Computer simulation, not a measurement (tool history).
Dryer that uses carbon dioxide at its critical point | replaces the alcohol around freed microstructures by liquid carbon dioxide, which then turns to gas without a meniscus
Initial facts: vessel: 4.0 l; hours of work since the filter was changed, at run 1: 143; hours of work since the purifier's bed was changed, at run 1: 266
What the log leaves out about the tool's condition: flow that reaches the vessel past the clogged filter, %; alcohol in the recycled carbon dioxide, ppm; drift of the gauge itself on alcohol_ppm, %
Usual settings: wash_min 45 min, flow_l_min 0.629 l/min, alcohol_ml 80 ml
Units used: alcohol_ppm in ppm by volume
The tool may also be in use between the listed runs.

| run | hour | wash_min | flow_l_min | alcohol_ml | hours of work since the filter was changed | hours of work since the purifier's bed was changed | alcohol_ppm |
|---|---|---|---|---|---|---|---|
| 1 | 0 | 45 | 0.629 | 80 | 143 | 266 | 146 |
| 2 | 7.4 | 45 | 0.629 | 80 | 149 | 272 | 160 |
| 3 | 15.1 | 45 | 0.629 | 80 | 154 | 277 | 159 |
| 4 | 24.2 | 45 | 0.629 | 80 | 161 | 284 | 164 |
| 5 | 30.4 | 45 | 0.629 | 80 | 166 | 289 | 168 |
| 6 | 37 | 45 | 0.629 | 80 | 171 | 294 | 159 |
| 7 | 44.5 | 45 | 0.629 | 80 | 176 | 299 | 165 |
| 8 | 51.5 | 67 | 0.629 | 80 | 181 | 304 | 56 |
| 9 | 58.1 | 46 | 1.048 | 32 | 186 | 309 | 71 |
| 10 | 66.3 | 46 | 1.048 | 32 | 192 | 315 | 67 |
| 11 | 71.6 | 51 | 1.048 | 95 | 196 | 319 | 66 |
| 12 | 80.1 | 47 | 0.72 | 106 | 202 | 325 | 121 |
| 13 | 86.4 | 32 | 1.007 | 24 | 207 | 330 | 79 |
| 14 | 92.7 | 38 | 0.688 | 55 | 212 | 335 | 183 |
| 15 | 99.9 | 38 | 0.688 | 55 | 217 | 340 | 186 |

5 options for the next run, each taken on its own from the tool as it stands now. Forecast them:
| A | 106.9 | 64 | 0.648 | 80 | 222 | 345 | ? |
| B | 106.9 | 38 | 0.507 | 55 | 222 | 345 | ? |
| C | 106.9 | 38 | 0.395 | 26 | 222 | 345 | ? |
| D | 106.9 | 29 | 0.629 | 57 | 222 | 345 | ? |
| E | 106.9 | 39 | 0.382 | 55 | 222 | 345 | ? |

| run | alcohol_ppm |
|---|---|
| A | 77 |
| B | 455 |
| C | 473 |
| D | 602 |
| E | 918 |
With no hidden state in the tool, these same runs would have given:
| run | alcohol_ppm |
|---|---|
| A | 9 |
| B | 321 |
| C | 352 |
| D | 448 |
| E | 731 |
